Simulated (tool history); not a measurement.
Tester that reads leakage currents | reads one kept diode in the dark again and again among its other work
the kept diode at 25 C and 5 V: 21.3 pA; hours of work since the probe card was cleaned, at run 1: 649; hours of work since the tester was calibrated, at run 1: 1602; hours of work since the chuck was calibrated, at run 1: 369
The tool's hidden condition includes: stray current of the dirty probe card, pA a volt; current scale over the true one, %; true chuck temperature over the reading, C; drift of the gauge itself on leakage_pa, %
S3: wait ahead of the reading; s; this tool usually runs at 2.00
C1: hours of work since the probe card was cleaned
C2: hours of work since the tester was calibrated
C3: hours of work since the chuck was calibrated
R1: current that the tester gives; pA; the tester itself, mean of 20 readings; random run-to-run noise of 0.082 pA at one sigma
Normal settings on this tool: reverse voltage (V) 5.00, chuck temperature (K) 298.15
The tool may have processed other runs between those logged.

{"run": 1, "hour": 0.0, "reverse voltage (V)": 5.0, "chuck temperature (K)": 298.15, "S3": 2.0, "C1": 649, "C2": 1602, "C3": 369, "R1": 25.81}
{"run": 2, "hour": 75.5, "reverse voltage (V)": 5.0, "chuck temperature (K)": 298.15, "S3": 2.0, "C1": 690, "C2": 1643, "C3": 410, "R1": 26.38}
{"run": 3, "hour": 143.7, "reverse voltage (V)": 5.0, "chuck temperature (K)": 298.15, "S3": 2.0, "C1": 727, "C2": 1680, "C3": 447, "R1": 26.38}
{"run": 4, "hour": 261.3, "reverse voltage (V)": 5.0, "chuck temperature (K)": 298.15, "S3": 2.0, "C1": 791, "C2": 1744, "C3": 511, "R1": 26.96}
{"run": 5, "hour": 363.7, "reverse voltage (V)": 5.0, "chuck temperature (K)": 313.15, "S3": 2.0, "C1": 847, "C2": 1800, "C3": 566, "R1": 86.54}
{"hour": 408.5, "done": "chuck's temperature calibrated"}
{"run": 6, "hour": 445.4, "reverse voltage (V)": 5.0, "chuck temperature (K)": 298.15, "S3": 2.0, "C1": 890, "C2": 1843, "C3": 20, "R1": 29.54}
{"run": 7, "hour": 538.6, "reverse voltage (V)": 5.0, "chuck temperature (K)": 298.15, "S3": 2.0, "C1": 941, "C2": 1894, "C3": 71, "R1": 30.2}
{"run": 8, "hour": 655.6, "reverse voltage (V)": 1.95, "chuck temperature (K)": 298.15, "S3": 2.0, "C1": 1004, "C2": 1957, "C3": 134, "R1": 21.16}
{"run": 9, "hour": 773.4, "reverse voltage (V)": 1.95, "chuck temperature (K)": 298.15, "S3": 2.0, "C1": 1068, "C2": 2021, "C3": 198, "R1": 21.48}
{"run": 10, "hour": 890.6, "reverse voltage (V)": 1.95, "chuck temperature (K)": 298.15, "S3": 1.31, "C1": 1132, "C2": 2085, "C3": 262, "R1": 21.81}
{"hour": 982.0, "done": "chuck's temperature calibrated, once more"}
{"run": 11, "hour": 982.0, "reverse voltage (V)": 5.0, "chuck temperature (K)": 298.15, "S3": 5.76, "C1": 1181, "C2": 2133, "C3": 0, "R1": 23.73}
{"run": 12, "hour": 1074.0, "reverse voltage (V)": 5.0, "chuck temperature (K)": 298.15, "S3": 5.76, "C1": 1231, "C2": 2183, "C3": 50, "R1": 24.24}
{"run": 13, "hour": 1152.2, "reverse voltage (V)": 5.0, "chuck temperature (K)": 298.15, "S3": 5.76, "C1": 1273, "C2": 2226, "C3": 92, "R1": 24.56}
{"run": 14, "hour": 1233.3, "reverse voltage (V)": 5.0, "chuck temperature (K)": 298.15, "S3": 2.0, "C1": 1317, "C2": 2270, "C3": 137, "R1": 25.18}
{"run": 15, "hour": 1305.7, "reverse voltage (V)": 5.0, "chuck temperature (K)": 298.15, "S3": 1.01, "C1": 1356, "C2": 2309, "C3": 176, "R1": 25.89}
{"run": 16, "hour": 1359.5, "reverse voltage (V)": 7.53, "chuck temperature (K)": 298.15, "S3": 2.0, "C1": 1386, "C2": 2338, "C3": 205, "R1": 31.1}
{"run": 17, "hour": 1470.7, "reverse voltage (V)": 7.53, "chuck temperature (K)": 298.15, "S3": 2.0, "C1": 1446, "C2": 2399, "C3": 265, "R1": 31.6}
{"run": 18, "hour": 1546.8, "reverse voltage (V)": 5.0, "chuck temperature (K)": 298.15, "S3": 2.81, "C1": 1487, "C2": 2440, "C3": 307, "R1": 26.51}
{"run": 19, "hour": 1621.0, "reverse voltage (V)": 14.47, "chuck temperature (K)": 298.15, "S3": 2.0, "C1": 1528, "C2": 2480, "C3": 347, "R1": 44.79}
{"run": 20, "hour": 1670.3, "reverse voltage (V)": 14.47, "chuck temperature (K)": 298.15, "S3": 2.0, "C1": 1554, "C2": 2507, "C3": 374, "R1": 45.3}
{"run": 21, "hour": 1736.7, "reverse voltage (V)": 1.86, "chuck temperature (K)": 298.15, "S3": 0.56, "C1": 1591, "C2": 2543, "C3": 410, "R1": 18.49}
{"run": 22, "hour": 1809.4, "reverse voltage (V)": 1.86, "chuck temperature (K)": 314.15, "S3": 4.71, "C1": 1630, "C2": 2583, "C3": 449, "R1": 62.45}
{"run": 23, "hour": 1924.4, "reverse voltage (V)": 1.2, "chuck temperature (K)": 314.15, "S3": 0.92, "C1": 1692, "C2": 2645, "C3": 512, "R1": 53.89}
{"hour": 1937.8, "done": "probe card cleaned and baked"}
{"run": 24, "hour": 2000.3, "reverse voltage (V)": 2.85, "chuck temperature (K)": 301.15, "S3": 3.73, "C1": 34, "C2": 2685, "C3": 552, "R1": 26.19}
{"run": 25, "hour": 2061.2, "reverse voltage (V)": 1.1, "chuck temperature (K)": 309.15, "S3": 7.63, "C1": 67, "C2": 2718, "C3": 585, "R1": 35.55}
{"hour": 2072.4, "done": "chuck's temperature calibrated"}
{"run": 26, "hour": 2130.5, "reverse voltage (V)": 5.0, "chuck temperature (K)": 306.15, "S3": 0.42, "C1": 104, "C2": 2754, "C3": 32, "R1": 43.11}
{"run": 27, "hour": 2185.0, "reverse voltage (V)": 1.93, "chuck temperature (K)": 298.15, "S3": 0.32, "C1": 133, "C2": 2784, "C3": 61, "R1": 16.25}
{"run": 28, "hour": 2284.8, "reverse voltage (V)": 10.43, "chuck temperature (K)": 321.15, "S3": 1.49, "C1": 187, "C2": 2838, "C3": 115, "R1": 175.85}
{"run": 29, "hour": 2372.7, "reverse voltage (V)": 4.23, "chuck temperature (K)": 303.15, "S3": 2.0, "C1": 235, "C2": 2886, "C3": 163, "R1": 32.27}
{"run": 30, "hour": 2481.3, "reverse voltage (V)": 3.27, "chuck temperature (K)": 304.15, "S3": 2.0, "C1": 294, "C2": 2945, "C3": 222, "R1": 32.3}
{"run": 31, "hour": 2554.0, "reverse voltage (V)": 3.27, "chuck temperature (K)": 299.15, "S3": 2.0, "C1": 334, "C2": 2984, "C3": 262, "R1": 21.87}
{"run": 32, "hour": 2626.2, "reverse voltage (V)": 3.27, "chuck temperature (K)": 299.15, "S3": 2.0, "C1": 373, "C2": 3024, "C3": 301, "R1": 22.19}
{"run": 33, "hour": 2697.1, "reverse voltage (V)": 3.27, "chuck temperature (K)": 298.15, "S3": 2.0, "C1": 411, "C2": 3062, "C3": 339, "R1": 20.69}
{"run": 34, "hour": 2785.9, "reverse voltage (V)": 3.27, "chuck temperature (K)": 298.15, "S3": 2.0, "C1": 460, "C2": 3110, "C3": 388, "R1": 21.13}
{"run": 35, "hour": 2904.5, "reverse voltage (V)": 19.08, "chuck temperature (K)": 298.15, "S3": 0.46, "C1": 524, "C2": 3175, "C3": 452, "R1": 48.77}
{"run": 36, "hour": 3000.0, "reverse voltage (V)": 5.0, "chuck temperature (K)": 298.15, "S3": 0.5, "C1": 576, "C2": 3227, "C3": 504, "R1": 26.69}
{"run": 37, "hour": 3065.1, "reverse voltage (V)": 3.84, "chuck temperature (K)": 326.15, "S3": 2.0, "C1": 611, "C2": 3262, "C3": 539, "R1": 193.4}
{"hour": 3159.2, "done": "chuck's temperature calibrated"}
{"run": 38, "hour": 3182.1, "reverse voltage (V)": 5.0, "chuck temperature (K)": 298.15, "S3": 2.0, "C1": 674, "C2": 3325, "C3": 12, "R1": 22.79}
{"run": 39, "hour": 3288.0, "reverse voltage (V)": 5.0, "chuck temperature (K)": 298.15, "S3": 2.0, "C1": 731, "C2": 3382, "C3": 70, "R1": 23.21}

Hidden state or all else? Some run-to-run changes of R1, split into what the settings, what came in and random variation would give without the hidden state, and what is left for the hidden state (with any gauge scatter that isn't in both results):
Run 20 -> 21: reverse voltage (V) 14.47 -> 1.86, S3 2.00 -> 0.56. R1 -26.81 pA: hidden state -9.85, all else -16.96.
Run 27 -> 28: reverse voltage (V) 1.93 -> 10.43, chuck temperature (K) 298.15 -> 321.15, S3 0.32 -> 1.49. R1 +159.60 pA: hidden state +3.65, all else +155.95.
Run 36 -> 37: reverse voltage (V) 5.00 -> 3.84, chuck temperature (K) 298.15 -> 326.15, S3 0.50 -> 2.00. R1 +166.71 pA: hidden state +18.33, all else +148.38.
Run 37 -> 38: reverse voltage (V) 3.84 -> 5.00, chuck temperature (K) 326.15 -> 298.15, chuck's temperature calibrated. R1 -170.61 pA: hidden state -21.38, all else -149.23.

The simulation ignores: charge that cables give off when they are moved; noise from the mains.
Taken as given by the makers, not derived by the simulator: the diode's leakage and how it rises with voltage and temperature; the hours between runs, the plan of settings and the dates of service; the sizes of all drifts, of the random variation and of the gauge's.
